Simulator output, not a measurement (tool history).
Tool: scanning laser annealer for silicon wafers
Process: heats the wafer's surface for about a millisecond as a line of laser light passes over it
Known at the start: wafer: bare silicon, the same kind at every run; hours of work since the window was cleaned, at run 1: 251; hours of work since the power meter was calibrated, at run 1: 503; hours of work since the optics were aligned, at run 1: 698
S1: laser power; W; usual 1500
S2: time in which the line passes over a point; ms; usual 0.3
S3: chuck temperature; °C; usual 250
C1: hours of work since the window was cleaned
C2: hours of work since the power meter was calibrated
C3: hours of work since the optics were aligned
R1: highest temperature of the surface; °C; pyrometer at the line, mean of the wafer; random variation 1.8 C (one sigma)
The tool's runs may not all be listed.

| run | hour | S1 | S2 | S3 | C1 | C2 | C3 | R1 |
|---|---|---|---|---|---|---|---|---|
| 1 | 0 | 1500 | 0.3 | 250 | 251 | 503 | 698 | 979 |
| 2 | 13.5 | 1500 | 0.285 | 250 | 260 | 512 | 707 | 960 |
| 3 | 28.6 | 1500 | 0.285 | 250 | 270 | 522 | 717 | 963 |
| 4 | 41.2 | 1500 | 0.285 | 250 | 278 | 530 | 726 | 960 |
| 5 | 57.6 | 1500 | 0.239 | 250 | 289 | 541 | 737 | 903 |
| 6 | 74.2 | 1500 | 0.239 | 250 | 300 | 552 | 748 | 902 |
| 7 | 82.6 | 1500 | 0.3 | 250 | 306 | 558 | 753 | 976 |
| 8 | 92.8 | 1500 | 0.3 | 250 | 313 | 564 | 760 | 975 |
| 9 | 101.9 | 1500 | 0.266 | 250 | 319 | 570 | 766 | 938 |
| 10 | 112.2 | 1500 | 0.266 | 250 | 326 | 577 | 773 | 938 |
| 11 | 126.3 | 1500 | 0.266 | 250 | 335 | 587 | 782 | 933 |
| 12 | 135.6 | 1365 | 0.266 | 250 | 341 | 593 | 788 | 856 |
| 13 | 148.1 | 1500 | 0.3 | 250 | 350 | 601 | 797 | 972 |
| 14 | 166.5 | 1500 | 0.3 | 250 | 362 | 613 | 809 | 971 |
| 15 | 185.7 | 1462 | 0.278 | 218 | 374 | 626 | 822 | 889 |
| 16 | 201.8 | 1462 | 0.278 | 218 | 385 | 637 | 832 | 892 |
| 17 | 215.3 | 1365 | 0.3 | 251 | 394 | 646 | 841 | 889 |
| 18 | 226.2 | 1479 | 0.242 | 221 | 401 | 653 | 849 | 859 |
| 19 | 242.6 | 1479 | 0.242 | 221 | 412 | 664 | 859 | 864 |
| 20 | 250.9 | 1365 | 0.242 | 220 | 418 | 669 | 865 | 795 |
| 21 | 259.2 | 1576 | 0.242 | 220 | 423 | 675 | 871 | 913 |
| 22 | 272.4 | 1576 | 0.242 | 220 | 432 | 684 | 879 | 916 |
| 23 | 282.2 | 1308 | 0.3 | 267 | 439 | 690 | 886 | 868 |
| 24 | 297.8 | 1437 | 0.235 | 239 | 449 | 701 | 896 | 847 |
| 25 | 311.9 | 1613 | 0.235 | 277 | 458 | 710 | 906 | 982 |
| 26 | 328.9 | 1633 | 0.355 | 262 | 470 | 721 | 917 | 1131 |
| 27 | 346.7 | 1632 | 0.355 | 257 | 481 | 733 | 929 | 1127 |

4 ways to go on from here, each from the tool as it stands after run 27. What would each give?
| A | 364.5 | 1489 | 0.355 | 236 | 493 | 745 | 940 | ? |
| B | 364.5 | 1484 | 0.287 | 245 | 493 | 745 | 940 | ? |
| C | 364.5 | 1632 | 0.355 | 252 | 493 | 745 | 940 | ? |
| D | 364.5 | 1316 | 0.274 | 269 | 493 | 745 | 940 | ? |

| run | R1 |
|---|---|
| A | 1003 |
| B | 933 |
| C | 1116 |
| D | 848 |
Without the tool's hidden state the same runs would have given:
| run | R1 |
|---|---|
| A | 1043 |
| B | 969 |
| C | 1161 |
| D | 878 |
